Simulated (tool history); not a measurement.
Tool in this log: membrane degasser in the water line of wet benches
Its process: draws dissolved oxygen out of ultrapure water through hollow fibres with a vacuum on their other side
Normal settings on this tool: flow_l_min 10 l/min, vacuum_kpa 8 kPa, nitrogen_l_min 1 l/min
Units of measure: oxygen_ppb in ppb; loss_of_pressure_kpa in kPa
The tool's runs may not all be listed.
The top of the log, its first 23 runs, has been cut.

run	hour	flow_l_min	vacuum_kpa	nitrogen_l_min	hours since the membrane was changed	hours since the vacuum gauge was calibrated	hours since the vacuum lines were made tight	oxygen_ppb	loss_of_pressure_kpa
24	846.3	9	8	1.54	2288	300	10447	230.9	45.46
25	870.2	9	8	1.54	2312	324	10471	230.6	45.38
26	910.3	9	10.37	0.95	2352	364	10511	326.1	45.33
27	958.7	9	10.37	0.95	2400	412	10559	327	45.24
28	990.2	10	10.86	1.79	2432	444	10591	327.7	49.87
29	1039.6	7	8.06	1.13	2481	493	10640	151.1	35.4
30	1083.6	10	6.93	1.22	2525	537	10684	290.6	49.92
31	1105.8	10	6.93	1.22	2547	560	10706	296.7	50.17

What if the next run were any one of these 3? Each begins from the tool's condition after run 31:
A	1133.5	7	7.6	1.22	2575	587	10734	?	?
B	1133.5	10	8	0.47	2575	587	10734	?	?
C	1133.5	8	14.71	0.89	2575	587	10734	?	?

run	oxygen_ppb	loss_of_pressure_kpa
A	139.4	35.07
B	437.4	50.01
C	365.4	40.08
The same runs, with their run-to-run variation unchanged, on a tool lacking any hidden condition would have given:
run	oxygen_ppb	loss_of_pressure_kpa
A	129.4	34.67
B	419.7	49.45
C	342.6	39.63

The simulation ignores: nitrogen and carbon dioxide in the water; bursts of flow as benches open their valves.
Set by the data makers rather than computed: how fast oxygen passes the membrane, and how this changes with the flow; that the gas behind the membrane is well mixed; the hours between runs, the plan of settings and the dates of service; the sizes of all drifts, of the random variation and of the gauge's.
